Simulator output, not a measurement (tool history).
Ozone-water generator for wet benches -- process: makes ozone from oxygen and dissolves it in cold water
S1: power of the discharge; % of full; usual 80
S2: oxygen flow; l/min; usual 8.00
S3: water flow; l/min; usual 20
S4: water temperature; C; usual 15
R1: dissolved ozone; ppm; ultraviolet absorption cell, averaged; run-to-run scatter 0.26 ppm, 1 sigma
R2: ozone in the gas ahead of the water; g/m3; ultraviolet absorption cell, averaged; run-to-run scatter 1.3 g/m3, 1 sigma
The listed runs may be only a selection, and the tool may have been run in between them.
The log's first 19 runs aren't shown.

| run | hour | S1 | S2 | S3 | S4 | R1 | R2 |
|---|---|---|---|---|---|---|---|
|  | 802.5 | water thermometer calibrated |
| 20 | 829.8 | 80 | 13.74 | 20 | 14 | 33.2 | 171.1 |
| 21 | 889.2 | 87 | 13.74 | 25 | 14 | 31.2 | 181.5 |
| 22 | 923.9 | 71 | 13.74 | 25 | 9 | 29.2 | 153.4 |
| 23 | 987.6 | 53 | 9.16 | 13 | 8 | 36.2 | 150.4 |
|  | 1010.0 | water thermometer calibrated, once more |
| 24 | 1030.6 | 80 | 4.16 | 20 | 19 | 33.2 | 325.3 |
| 25 | 1074.8 | 57 | 4.16 | 20 | 8 | 28.9 | 243.0 |
| 26 | 1123.6 | 62 | 6.04 | 28 | 22 | 19.9 | 213.0 |
| 27 | 1171.1 | 80 | 4.37 | 20 | 15 | 35.3 | 316.7 |
| 28 | 1230.3 | 80 | 4.37 | 28 | 15 | 26.3 | 314.7 |
| 29 | 1277.4 | 80 | 12.15 | 20 | 15 | 33.4 | 179.1 |
| 30 | 1318.8 | 76 | 8.00 | 16 | 15 | 38.7 | 216.6 |
| 31 | 1369.4 | 76 | 8.00 | 16 | 10 | 42.2 | 215.6 |
| 32 | 1428.8 | 76 | 8.00 | 16 | 10 | 42.3 | 216.4 |

Branching from run 32: 4 alternative next runs. What would each branch give?
| A | 1461.5 | 40 | 8.00 | 16 | 10 | ? | ? |
| B | 1461.5 | 76 | 5.10 | 16 | 10 | ? | ? |
| C | 1461.5 | 80 | 7.71 | 26 | 15 | ? | ? |
| D | 1461.5 | 75 | 6.96 | 20 | 15 | ? | ? |

| run | R1 | R2 |
|---|---|---|
| A | 24.8 | 125.1 |
| B | 42.9 | 275.2 |
| C | 28.8 | 228.3 |
| D | 33.5 | 229.2 |
Take away the tool's hidden state, keep each run's random variation, and the runs would have read:
| run | R1 | R2 |
|---|---|---|
| A | 26.5 | 131.6 |
| B | 48.4 | 305.3 |
| C | 32.8 | 254.3 |
| D | 37.9 | 254.0 |

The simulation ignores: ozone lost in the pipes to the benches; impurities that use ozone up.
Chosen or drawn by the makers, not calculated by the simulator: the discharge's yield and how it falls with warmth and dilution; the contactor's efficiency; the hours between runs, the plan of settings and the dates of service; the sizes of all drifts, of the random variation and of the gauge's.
